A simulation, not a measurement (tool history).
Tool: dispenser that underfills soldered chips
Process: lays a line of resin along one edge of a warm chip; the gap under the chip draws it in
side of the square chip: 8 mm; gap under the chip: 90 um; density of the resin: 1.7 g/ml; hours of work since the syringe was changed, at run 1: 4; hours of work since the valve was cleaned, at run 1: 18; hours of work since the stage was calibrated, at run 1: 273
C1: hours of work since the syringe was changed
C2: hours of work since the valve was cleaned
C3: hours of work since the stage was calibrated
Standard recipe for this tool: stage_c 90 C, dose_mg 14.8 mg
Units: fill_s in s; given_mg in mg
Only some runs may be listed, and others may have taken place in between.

Run 1, hour 0.0: usual settings; C1 4; C2 18; C3 273. Result: fill_s 29.8 s, given_mg 14.60 mg.
At hour 3.5: new syringe of resin.
Run 2, hour 6.3: usual settings; C1 2; C2 22; C3 277. Result: fill_s 24.6 s, given_mg 14.47 mg.
At hour 13.1: new syringe of resin.
Run 3, hour 13.1: usual settings; C1 0; C2 26; C3 282. Result: fill_s 21.2 s, given_mg 14.47 mg.
Run 4, hour 17.7: usual settings; C1 3; C2 29; C3 285. Result: fill_s 27.2 s, given_mg 14.45 mg.
At hour 22.5: new syringe of resin.
Run 5, hour 25.3: usual settings; C1 2; C2 34; C3 290. Result: fill_s 24.3 s, given_mg 14.30 mg.
At hour 32.4: new syringe of resin.
Run 6, hour 35.3: usual settings but dose_mg 13.3 mg; C1 2; C2 41; C3 296. Result: fill_s 25.3 s, given_mg 12.80 mg.
At hour 42.2: new syringe of resin.
Run 7, hour 42.2: usual settings but dose_mg 13.3 mg; C1 0; C2 45; C3 301. Result: fill_s 21.9 s, given_mg 12.76 mg.
Run 8, hour 49.9: usual settings but dose_mg 13.3 mg; C1 5; C2 51; C3 306. Result: fill_s 32.9 s, given_mg 12.61 mg.
At hour 51.7: new syringe of resin.
At hour 54.5: stage's temperature calibrated.
At hour 61.1: dispensing valve cleaned and set on the balance.
Run 9, hour 62.1: usual settings but dose_mg 13.3 mg; C1 6; C2 1; C3 4. Result: fill_s 32.8 s, given_mg 13.40 mg.
At hour 63.0: new syringe of resin.
Run 10, hour 68.8: usual settings but dose_mg 13.3 mg; C1 4; C2 5; C3 9. Result: fill_s 28.3 s, given_mg 13.35 mg.
At hour 72.5: new syringe of resin.
Run 11, hour 76.8: usual settings but dose_mg 17.4 mg; C1 3; C2 10; C3 14. Result: fill_s 25.6 s, given_mg 17.30 mg.
At hour 82.5: new syringe of resin.
Run 12, hour 85.7: usual settings; C1 2; C2 16; C3 20. Result: fill_s 23.7 s, given_mg 14.63 mg.
At hour 91.8: new syringe of resin.
Run 13, hour 94.8: usual settings; C1 2; C2 22; C3 26. Result: fill_s 22.8 s, given_mg 14.60 mg.
Run 14, hour 100.5: usual settings; C1 6; C2 26; C3 30. Result: fill_s 32.6 s, given_mg 14.50 mg.
At hour 101.6: new syringe of resin.
Run 15, hour 106.0: usual settings but stage_c 86 C; C1 3; C2 29; C3 33. Result: fill_s 30.8 s, given_mg 14.33 mg.
At hour 111.5: new syringe of resin.
Run 16, hour 112.0: usual settings but stage_c 86 C; C1 0; C2 33; C3 37. Result: fill_s 25.6 s, given_mg 14.54 mg.
Run 17, hour 116.6: usual settings; C1 3; C2 36; C3 40. Result: fill_s 27.4 s, given_mg 14.35 mg.
At hour 120.8: new syringe of resin.
Run 18, hour 126.2: usual settings but stage_c 87 C, dose_mg 16.5 mg; C1 4; C2 42; C3 46. Result: fill_s 31.8 s, given_mg 16.00 mg.
At hour 130.9: new syringe of resin.
Run 19, hour 135.2: usual settings but stage_c 92 C, dose_mg 17.8 mg; C1 3; C2 48; C3 52. Result: fill_s 23.7 s, given_mg 17.06 mg.
At hour 140.8: new syringe of resin.
Run 20, hour 145.7: usual settings but stage_c 76 C, dose_mg 18.3 mg; C1 3; C2 55; C3 59. Result: fill_s 48.4 s, given_mg 17.48 mg.
At hour 148.5: dispensing valve cleaned and set on the balance.
At hour 151.4: new syringe of resin.
Run 21, hour 151.4: usual settings but stage_c 103 C, dose_mg 15.3 mg; C1 0; C2 2; C3 62. Result: fill_s 12.3 s, given_mg 15.22 mg.
At hour 161.1: new syringe of resin.
Run 22, hour 162.1: usual settings but stage_c 103 C, dose_mg 18.0 mg; C1 1; C2 9; C3 69. Result: fill_s 12.8 s, given_mg 17.84 mg.
At hour 171.1: new syringe of resin.
Run 23, hour 171.5: usual settings but stage_c 103 C, dose_mg 18.0 mg; C1 0; C2 15; C3 75. Result: fill_s 12.1 s, given_mg 17.81 mg.
Run 24, hour 180.2: usual settings but stage_c 81 C, dose_mg 12.8 mg; C1 6; C2 21; C3 81. Result: fill_s 51.1 s, given_mg 12.56 mg.
At hour 181.3: new syringe of resin.
Run 25, hour 188.2: usual settings but stage_c 96 C, dose_mg 16.2 mg; C1 5; C2 26; C3 86. Result: fill_s 23.4 s, given_mg 15.82 mg.
At hour 191.0: new syringe of resin.
Run 26, hour 194.6: usual settings but stage_c 93 C, dose_mg 17.6 mg; C1 2; C2 30; C3 90. Result: fill_s 21.5 s, given_mg 17.07 mg.
At hour 200.9: new syringe of resin.
Run 27, hour 203.2: usual settings but stage_c 93 C, dose_mg 17.6 mg; C1 2; C2 36; C3 96. Result: fill_s 20.0 s, given_mg 17.01 mg.
At hour 210.4: new syringe of resin.
Run 28, hour 213.4: usual settings but stage_c 93 C, dose_mg 17.6 mg; C1 2; C2 42; C3 102. Result: fill_s 20.2 s, given_mg 16.93 mg.
At hour 220.1: new syringe of resin.
Run 29, hour 221.2: usual settings but stage_c 76 C, dose_mg 18.9 mg; C1 1; C2 47; C3 107. Result: fill_s 40.1 s, given_mg 18.05 mg.
At hour 229.9: new syringe of resin.
Run 30, hour 230.8: usual settings but dose_mg 18.2 mg; C1 1; C2 54; C3 114. Result: fill_s 20.9 s, given_mg 17.32 mg.
At hour 235.6: dispensing valve cleaned and set on the balance.
Run 31, hour 239.9: usual settings but stage_c 93 C, dose_mg 16.1 mg; C1 6; C2 3; C3 119. Result: fill_s 28.8 s, given_mg 16.00 mg.
At hour 241.1: new syringe of resin.
At hour 250.7: new syringe of resin.
Run 32, hour 250.7: usual settings but stage_c 82 C, dose_mg 16.9 mg; C1 0; C2 10; C3 126. Result: fill_s 28.5 s, given_mg 16.80 mg.
At hour 260.8: new syringe of resin.
Run 33, hour 261.7: usual settings but stage_c 92 C, dose_mg 17.4 mg; C1 1; C2 17; C3 133. Result: fill_s 19.2 s, given_mg 17.12 mg.

Some steps in fill_s between neighbouring runs. How much of each would the tool show without its hidden state too (settings, what came in, random variation), and how much is left for the hidden state, with any gauge scatter that isn't in both results?
What the log doesn't record here: resin's viscosity, % of fresh resin's; dose that the valve gives, % of what is set; true chip temperature over the reading, C; drift of the gauge itself on fill_s, %; drift of the gauge itself on given_mg, %.
Run 20 -> 21: stage_c 76 -> 103, dose_mg 18.3 -> 15.3, dispensing valve cleaned and set on the balance, new syringe of resin. fill_s -36.1 s: hidden state -11.5, all else -24.6.
Run 23 -> 24: stage_c 103 -> 81, dose_mg 18.0 -> 12.8. fill_s +39.0 s: hidden state +19.7, all else +19.3.
Run 24 -> 25: stage_c 81 -> 96, dose_mg 12.8 -> 16.2, new syringe of resin. fill_s -27.7 s: hidden state -12.5, all else -15.2.
